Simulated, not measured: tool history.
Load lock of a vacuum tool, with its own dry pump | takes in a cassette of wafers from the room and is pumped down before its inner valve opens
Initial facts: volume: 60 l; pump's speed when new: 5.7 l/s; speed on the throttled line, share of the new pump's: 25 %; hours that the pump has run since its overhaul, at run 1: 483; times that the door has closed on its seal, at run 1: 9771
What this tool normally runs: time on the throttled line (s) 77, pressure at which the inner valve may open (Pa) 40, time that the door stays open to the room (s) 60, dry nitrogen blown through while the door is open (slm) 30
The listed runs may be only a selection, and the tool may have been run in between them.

run,day,time on the throttled line (s),pressure at which the inner valve may open (Pa),time that the door stays open to the room (s),dry nitrogen blown through while the door is open (slm),hours that the pump has run since its overhaul,times that the door has closed on its seal,"incoming humidity of the room's air, %",time from the closed door until the inner valve may open (s),rise of the pressure with all valves shut (Pa/min)
1,0,77,40,60,30,483,9771,45,140.5,0.081
2,25.662,77,40,60,30,1099,12426,40.8,141.3,0.096
3,49.438,77,40,60,30,1669,14886,43,139.9,0.122
4,73.25,77,40,60,30,2241,17350,45.3,139.8,0.145
5,94.758,56,40,60,30,2757,19576,45.8,126.5,0.165
6,115.238,133,40,60,30,3249,21695,43,182.9,0.189
7,139.758,77,40,60,30,3837,24232,44.5,143.5,0.219
# day 142.142: door's seal changed, seat wiped
8,154.071,77,40,60,30,4179,1234,40.5,140.6,0.033
9,180.917,77,40,60,30,4823,4013,44,142.4,0.048
10,207.738,77,40,60,30,5467,6788,44.6,141.7,0.059
11,230.162,77,40,60,26,6005,9108,46.4,143.5,0.074
12,251.85,77,40,60,26,6526,11352,44.8,144,0.095
13,267.6,77,40,60,26,6904,12982,49.6,144.2,0.105
14,281.267,77,40,60,6,7232,14396,45.9,144.6,0.136
15,297.388,77,40,60,6,7619,16064,42.3,144.1,0.149
16,321.292,77,40,60,6,8192,18538,41.4,143.2,0.174
17,337.796,77,40,60,6,8589,20246,44.8,145.3,0.201
18,354.633,77,40,60,9,8993,21988,41.3,146.1,0.211
19,368.696,67,31,79,44,9330,23443,45.1,142,0.201
# day 378.308: door's seal changed, seat wiped
20,389.679,67,31,79,44,9832,1177,40.3,138.4,0.028
21,406.546,67,31,79,44,10237,2922,42.8,140.9,0.034
22,431.596,67,31,79,29,10838,5514,42.5,143.1,0.054
23,454.533,45,61,41,29,11389,7888,45.4,119.2,0.058
24,467.288,77,40,49,30,11695,9207,40,148.1,0.065
25,491.025,110,40,49,11,12265,11664,40,171.7,0.105
26,517.117,77,46,60,30,12891,14363,45.9,146.7,0.114
27,539.246,38,75,67,12,13422,16653,46.2,112.9,0.152
28,561.642,38,30,67,12,13959,18970,43.8,124.7,0.171
29,577.025,77,44,115,5,14329,20562,47.9,147.5,0.218
30,598.45,85,74,60,33,14843,22779,44.6,146.1,0.191
# day 616.054: door's seal changed, seat wiped
31,617.275,136,38,111,12,15293,126,46,191,0.061
32,629.138,136,41,111,12,15578,1353,46.9,190.1,0.067
33,640.45,77,64,167,30,15849,2523,47.4,143.4,0.049
34,658.5,80,34,37,21,16282,4391,45.1,153.9,0.049
35,669.5,44,40,60,12,16546,5530,46.1,127,0.07
36,685.138,77,40,135,30,16922,7148,49.5,150.2,0.073

Forecast each of these 5 alternatives for the next run:
A,712.254,77,49,135,30,17572,9954,42.8,?,?
B,712.254,69,40,151,30,17572,9954,41.7,?,?
C,712.254,52,56,31,30,17572,9954,44.3,?,?
D,712.254,73,40,77,30,17572,9954,45.3,?,?
E,712.254,77,28,135,6,17572,9954,43.9,?,?

run,time from the closed door until the inner valve may open (s),rise of the pressure with all valves shut (Pa/min)
A,149.1,0.092
B,144.9,0.085
C,129,0.077
D,147.9,0.086
E,153.9,0.116
With no hidden state in the tool, these same runs would have given:
run,time from the closed door until the inner valve may open (s),rise of the pressure with all valves shut (Pa/min)
A,139.6,0.043
B,134.8,0.038
C,118.9,0.029
D,138,0.038
E,143.6,0.068
